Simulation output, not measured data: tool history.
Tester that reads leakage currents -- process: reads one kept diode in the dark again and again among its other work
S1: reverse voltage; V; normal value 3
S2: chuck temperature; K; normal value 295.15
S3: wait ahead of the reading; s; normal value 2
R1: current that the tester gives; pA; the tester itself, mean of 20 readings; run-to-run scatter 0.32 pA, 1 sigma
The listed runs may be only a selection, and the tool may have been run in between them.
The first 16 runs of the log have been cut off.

Run 17, hour 850.2: usual settings but S1 3.31 V, S2 296.15 K, S3 0.57 s. Result: R1 121.99 pA.
Run 18, hour 908.9: usual settings but S1 3.31 V, S2 296.15 K, S3 0.57 s. Result: R1 120.89 pA.
Run 19, hour 974.6: usual settings. Result: R1 103.74 pA.
Run 20, hour 1009.5: usual settings but S2 330.15 K. Result: R1 1217.01 pA.
Run 21, hour 1074.6: usual settings but S1 7 V, S2 309.15 K, S3 1.62 s. Result: R1 485.15 pA.
Run 22, hour 1131.9: usual settings but S1 2.27 V, S2 301.15 K, S3 1.01 s. Result: R1 139.3 pA.
At hour 1140.3: chuck's temperature calibrated.
Run 23, hour 1170.6: usual settings but S2 322.15 K, S3 2.97 s. Result: R1 708.04 pA.
Run 24, hour 1228.8: usual settings but S2 322.15 K, S3 2.97 s. Result: R1 706.8 pA.
Run 25, hour 1279: usual settings but S1 14.1 V, S3 0.34 s. Result: R1 274.56 pA.
At hour 1312.6: chuck's temperature calibrated, once more.
Run 26, hour 1336.7: usual settings but S1 14.14 V, S3 0.34 s. Result: R1 294.52 pA.
Run 27, hour 1392.3: usual settings but S1 14.14 V, S3 0.34 s. Result: R1 294.21 pA.
Run 28, hour 1450.6: usual settings but S1 14.14 V, S3 0.34 s. Result: R1 294.77 pA.
Run 29, hour 1496.3: usual settings but S1 5.9 V, S2 305.15 K, S3 0.34 s. Result: R1 347.17 pA.
Run 30, hour 1542.4: usual settings but S1 5.9 V, S2 305.15 K, S3 0.34 s. Result: R1 347.46 pA.
Run 31, hour 1593.3: usual settings but S1 5.9 V, S2 305.15 K, S3 0.34 s. Result: R1 345.43 pA.
Run 32, hour 1647.8: usual settings but S1 5.9 V, S2 305.15 K, S3 0.34 s. Result: R1 345.38 pA.
Run 33, hour 1681.8: usual settings but S1 5.9 V, S2 305.15 K, S3 1.98 s. Result: R1 341.63 pA.
Run 34, hour 1745.9: usual settings but S1 8.26 V, S2 294.15 K, S3 4.24 s. Result: R1 185.64 pA.
Run 35, hour 1804.7: usual settings but S1 1.89 V, S2 315.15 K, S3 4.24 s. Result: R1 353.7 pA.
Run 36, hour 1866.8: usual settings but S1 3.55 V, S2 318.15 K, S3 4.14 s. Result: R1 625.64 pA.
Run 37, hour 1913.3: usual settings but S2 330.15 K. Result: R1 1239.84 pA.
Run 38, hour 1964.2: usual settings but S3 3.29 s. Result: R1 106.8 pA.
At hour 1999.6: probe card cleaned and baked.
Run 39, hour 2016.7: usual settings but S3 0.35 s. Result: R1 104.91 pA.
Run 40, hour 2076.3: usual settings but S1 7.47 V. Result: R1 174.7 pA.

Alternative continuations, all from the tool just after run 40; predict every row:
Run A, hour 2147.4: usual settings but S1 7.47 V, S2 307.15 K. Result: R1 ?.
Run B, hour 2147.4: usual settings but S3 2.17 s. Result: R1 ?.
Run C, hour 2147.4: usual settings but S1 4.33 V, S3 0.38 s. Result: R1 ?.

run      R1
  A  434.89
  B  101.69
  C  130.03
Without the tool's unlogged condition, the same runs would have read:
run      R1
  A  445.03
  B  104.06
  C     133

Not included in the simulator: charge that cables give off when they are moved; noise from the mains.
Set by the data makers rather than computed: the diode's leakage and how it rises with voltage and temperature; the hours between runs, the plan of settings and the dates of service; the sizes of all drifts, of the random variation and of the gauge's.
